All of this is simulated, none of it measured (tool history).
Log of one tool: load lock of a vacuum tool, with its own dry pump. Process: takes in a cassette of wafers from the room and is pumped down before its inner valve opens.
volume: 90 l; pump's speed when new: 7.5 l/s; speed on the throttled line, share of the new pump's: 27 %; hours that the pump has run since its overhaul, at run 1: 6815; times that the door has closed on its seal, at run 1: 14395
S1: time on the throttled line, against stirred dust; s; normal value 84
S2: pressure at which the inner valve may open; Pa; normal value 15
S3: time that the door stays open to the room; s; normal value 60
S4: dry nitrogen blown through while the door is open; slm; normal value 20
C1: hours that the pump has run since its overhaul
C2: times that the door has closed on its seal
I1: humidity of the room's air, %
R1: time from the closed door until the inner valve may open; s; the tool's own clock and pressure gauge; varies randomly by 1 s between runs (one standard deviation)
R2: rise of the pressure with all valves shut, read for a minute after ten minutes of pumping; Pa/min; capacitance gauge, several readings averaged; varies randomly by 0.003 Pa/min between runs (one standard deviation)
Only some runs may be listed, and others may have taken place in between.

{"run": 1, "day": 0.0, "S1": 84, "S2": 15, "S3": 60, "S4": 20, "C1": 6815, "C2": 14395, "I1": 47.4, "R1": 170.7, "R2": 0.206}
{"run": 2, "day": 7.862, "S1": 84, "S2": 15, "S3": 60, "S4": 20, "C1": 7003, "C2": 15188, "I1": 44.0, "R1": 172.1, "R2": 0.214}
{"run": 3, "day": 14.012, "S1": 84, "S2": 15, "S3": 60, "S4": 20, "C1": 7151, "C2": 15809, "I1": 42.8, "R1": 171.9, "R2": 0.218}
{"run": 4, "day": 18.075, "S1": 84, "S2": 15, "S3": 60, "S4": 20, "C1": 7248, "C2": 16219, "I1": 41.8, "R1": 170.7, "R2": 0.229}
{"run": 5, "day": 23.746, "S1": 84, "S2": 15, "S3": 60, "S4": 20, "C1": 7384, "C2": 16791, "I1": 42.1, "R1": 171.8, "R2": 0.241}
{"run": 6, "day": 30.621, "S1": 84, "S2": 15, "S3": 60, "S4": 20, "C1": 7549, "C2": 17485, "I1": 44.2, "R1": 171.5, "R2": 0.264}
{"run": 7, "day": 38.221, "S1": 84, "S2": 15, "S3": 60, "S4": 20, "C1": 7732, "C2": 18252, "I1": 43.9, "R1": 170.7, "R2": 0.266}
{"run": 8, "day": 42.729, "S1": 84, "S2": 15, "S3": 60, "S4": 20, "C1": 7840, "C2": 18707, "I1": 43.1, "R1": 171.7, "R2": 0.281}
{"run": 9, "day": 46.138, "S1": 65, "S2": 15, "S3": 60, "S4": 20, "C1": 7922, "C2": 19051, "I1": 46.8, "R1": 156.9, "R2": 0.291}
{"run": 10, "day": 53.804, "S1": 65, "S2": 15, "S3": 60, "S4": 20, "C1": 8106, "C2": 19824, "I1": 42.1, "R1": 158.1, "R2": 0.295}
{"run": 11, "day": 58.438, "S1": 65, "S2": 15, "S3": 60, "S4": 20, "C1": 8217, "C2": 20292, "I1": 44.6, "R1": 156.6, "R2": 0.312}
{"run": 12, "day": 63.517, "S1": 65, "S2": 15, "S3": 60, "S4": 20, "C1": 8339, "C2": 20805, "I1": 42.8, "R1": 157.9, "R2": 0.329}
{"run": 13, "day": 70.746, "S1": 65, "S2": 15, "S3": 60, "S4": 11, "C1": 8512, "C2": 21534, "I1": 45.4, "R1": 157.6, "R2": 0.346}
{"run": 14, "day": 74.525, "S1": 84, "S2": 15, "S3": 60, "S4": 20, "C1": 8603, "C2": 21915, "I1": 44.5, "R1": 172.0, "R2": 0.349}
{"run": 15, "day": 79.975, "S1": 84, "S2": 15, "S3": 60, "S4": 20, "C1": 8734, "C2": 22465, "I1": 45.1, "R1": 171.9, "R2": 0.367}
{"run": 16, "day": 83.854, "S1": 136, "S2": 15, "S3": 60, "S4": 20, "C1": 8827, "C2": 22857, "I1": 45.6, "R1": 207.5, "R2": 0.375}
{"run": 17, "day": 88.596, "S1": 136, "S2": 15, "S3": 60, "S4": 20, "C1": 8941, "C2": 23335, "I1": 45.4, "R1": 210.2, "R2": 0.385}
{"run": 18, "day": 94.896, "S1": 83, "S2": 15, "S3": 60, "S4": 20, "C1": 9092, "C2": 23971, "I1": 43.9, "R1": 170.4, "R2": 0.396}
{"run": 19, "day": 99.546, "S1": 83, "S2": 15, "S3": 60, "S4": 20, "C1": 9204, "C2": 24440, "I1": 45.2, "R1": 171.7, "R2": 0.417}
{"run": 20, "day": 104.079, "S1": 84, "S2": 15, "S3": 52, "S4": 20, "C1": 9312, "C2": 24897, "I1": 49.2, "R1": 172.2, "R2": 0.426}
{"run": 21, "day": 110.129, "S1": 84, "S2": 27, "S3": 52, "S4": 20, "C1": 9458, "C2": 25508, "I1": 45.0, "R1": 165.5, "R2": 0.441}
{"run": 22, "day": 117.492, "S1": 84, "S2": 15, "S3": 60, "S4": 29, "C1": 9634, "C2": 26251, "I1": 43.4, "R1": 170.1, "R2": 0.472}
{"run": 23, "day": 124.45, "S1": 109, "S2": 16, "S3": 127, "S4": 11, "C1": 9801, "C2": 26953, "I1": 44.5, "R1": 188.0, "R2": 0.482}
{"run": 24, "day": 130.25, "S1": 79, "S2": 14, "S3": 99, "S4": 8, "C1": 9941, "C2": 27539, "I1": 45.7, "R1": 170.2, "R2": 0.508}
{"run": 25, "day": 138.421, "S1": 79, "S2": 14, "S3": 99, "S4": 8, "C1": 10137, "C2": 28363, "I1": 41.3, "R1": 170.1, "R2": 0.524}
{"run": 26, "day": 146.733, "S1": 55, "S2": 12, "S3": 26, "S4": 9, "C1": 10336, "C2": 29202, "I1": 44.0, "R1": 153.9, "R2": 0.533}
{"run": 27, "day": 153.475, "S1": 157, "S2": 29, "S3": 119, "S4": 20, "C1": 10498, "C2": 29882, "I1": 42.6, "R1": 214.4, "R2": 0.546}
{"run": 28, "day": 158.471, "S1": 157, "S2": 29, "S3": 119, "S4": 20, "C1": 10618, "C2": 30386, "I1": 45.5, "R1": 217.9, "R2": 0.566}
{"run": 29, "day": 166.6, "S1": 84, "S2": 14, "S3": 60, "S4": 8, "C1": 10813, "C2": 31207, "I1": 44.3, "R1": 174.4, "R2": 0.596}
{"run": 30, "day": 173.517, "S1": 83, "S2": 15, "S3": 60, "S4": 20, "C1": 10979, "C2": 31905, "I1": 42.4, "R1": 170.7, "R2": 0.61}
{"run": 31, "day": 180.117, "S1": 83, "S2": 15, "S3": 60, "S4": 20, "C1": 11137, "C2": 32571, "I1": 43.2, "R1": 168.6, "R2": 0.624}
{"run": 32, "day": 185.158, "S1": 148, "S2": 27, "S3": 32, "S4": 16, "C1": 11258, "C2": 33080, "I1": 47.4, "R1": 212.5, "R2": 0.642}
{"run": 33, "day": 192.558, "S1": 100, "S2": 27, "S3": 43, "S4": 39, "C1": 11436, "C2": 33826, "I1": 45.0, "R1": 175.1, "R2": 0.674}
{"day": 198.383, "done": "door's seal changed, seat wiped"}
{"run": 34, "day": 198.633, "S1": 162, "S2": 14, "S3": 28, "S4": 16, "C1": 11580, "C2": 25, "I1": 43.1, "R1": 229.3, "R2": 0.012}
{"run": 35, "day": 205.754, "S1": 69, "S2": 21, "S3": 60, "S4": 20, "C1": 11751, "C2": 743, "I1": 43.0, "R1": 155.6, "R2": 0.018}
{"run": 36, "day": 209.112, "S1": 51, "S2": 28, "S3": 60, "S4": 11, "C1": 11832, "C2": 1083, "I1": 45.4, "R1": 139.5, "R2": 0.022}
{"run": 37, "day": 213.454, "S1": 109, "S2": 11, "S3": 60, "S4": 11, "C1": 11936, "C2": 1521, "I1": 42.8, "R1": 194.9, "R2": 0.032}

4 options for the next run, each taken on its own from the tool as it stands now. Forecast them:
{"run": "A", "day": 219.942, "S1": 109, "S2": 11, "S3": 51, "S4": 11, "C1": 12092, "C2": 2175, "I1": 46.3, "R1": "?", "R2": "?"}
{"run": "B", "day": 219.942, "S1": 153, "S2": 18, "S3": 60, "S4": 5, "C1": 12092, "C2": 2175, "I1": 46.8, "R1": "?", "R2": "?"}
{"run": "C", "day": 219.942, "S1": 109, "S2": 29, "S3": 100, "S4": 9, "C1": 12092, "C2": 2175, "I1": 43.1, "R1": "?", "R2": "?"}
{"run": "D", "day": 219.942, "S1": 80, "S2": 23, "S3": 60, "S4": 11, "C1": 12092, "C2": 2175, "I1": 39.5, "R1": "?", "R2": "?"}

run=A R1=195.3 R2=0.028
run=B R1=219.9 R2=0.037
run=C R1=183.9 R2=0.044
run=D R1=164.5 R2=0.031
What these runs would have given with no unlogged condition in the tool:
run=A R1=191.4 R2=0.013
run=B R1=217.0 R2=0.022
run=C R1=180.7 R2=0.029
run=D R1=160.9 R2=0.015

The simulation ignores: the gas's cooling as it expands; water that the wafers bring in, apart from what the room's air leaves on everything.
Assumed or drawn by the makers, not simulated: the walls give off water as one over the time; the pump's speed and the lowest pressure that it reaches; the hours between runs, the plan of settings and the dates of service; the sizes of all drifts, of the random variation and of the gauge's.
